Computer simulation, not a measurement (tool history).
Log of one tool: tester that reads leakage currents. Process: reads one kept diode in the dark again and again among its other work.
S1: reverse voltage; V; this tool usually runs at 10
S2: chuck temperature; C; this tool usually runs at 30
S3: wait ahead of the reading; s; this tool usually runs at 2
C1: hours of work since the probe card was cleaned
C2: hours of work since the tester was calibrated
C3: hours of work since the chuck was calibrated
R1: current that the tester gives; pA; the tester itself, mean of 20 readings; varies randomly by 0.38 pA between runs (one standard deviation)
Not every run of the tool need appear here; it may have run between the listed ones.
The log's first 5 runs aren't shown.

run	day	S1	S2	S3	C1	C2	C3	R1
6	10.308	10	22	2	1574	776	1777	94.25
7	12.283	10	30	2	1596	798	1799	155.2
8	13.879	10	30	2	1614	817	1817	155.4
9	15.7	10	30	2	1634	837	1838	154.88
10	18.35	10	30	2	1664	867	1868	155.9
11	19.775	10	30	2	1681	883	1884	156.12
12	21.717	10	30	2	1702	905	1906	157.32
13	24.575	10	30	2	1735	937	1938	157.3
14	27.512	10	30	2	1768	971	1971	158.23
15	30.338	10	30	1.28	1800	1003	2003	158.92
16	33.571	6.5	30	2	1837	1039	2040	129.45
17	36.35	10	30	2	1868	1071	2071	158.69
18	39.196	10	30	2	1900	1103	2103	160.02
19	40.729	10	30	2	1917	1120	2121	160.71
20	42.533	10	30	2	1938	1141	2141	161.15
# day 43.05: chuck's temperature calibrated
21	43.983	10	30	2	1953	1156	11	151.16
22	45.4	4.8	30	0.34	1969	1172	27	107.17
23	47.308	12.5	33	0.44	1991	1194	48	207.88
24	49.575	12.5	21	0.44	2017	1219	74	106.2
25	52.842	3.2	30	0.88	2053	1256	111	87.57
26	55.7	3.7	46	2	2086	1288	143	267.97
27	58.267	3.7	46	2	2115	1317	172	267.4
28	59.717	5.3	24	0.44	2131	1334	188	78.42
29	62.729	5.3	24	0.44	2165	1368	223	78.84
30	64.667	5.8	45	3.53	2187	1390	244	307.78

Estimate the outcome of run 31 from the log above:
31	66.467	1.2	36	1.62	2208	1410	265	?

{"run 31": {"R1": 85.32}}
Were there no unlogged condition in the tool, this run, its random variation unchanged, would have produced R1 81.47 pA.
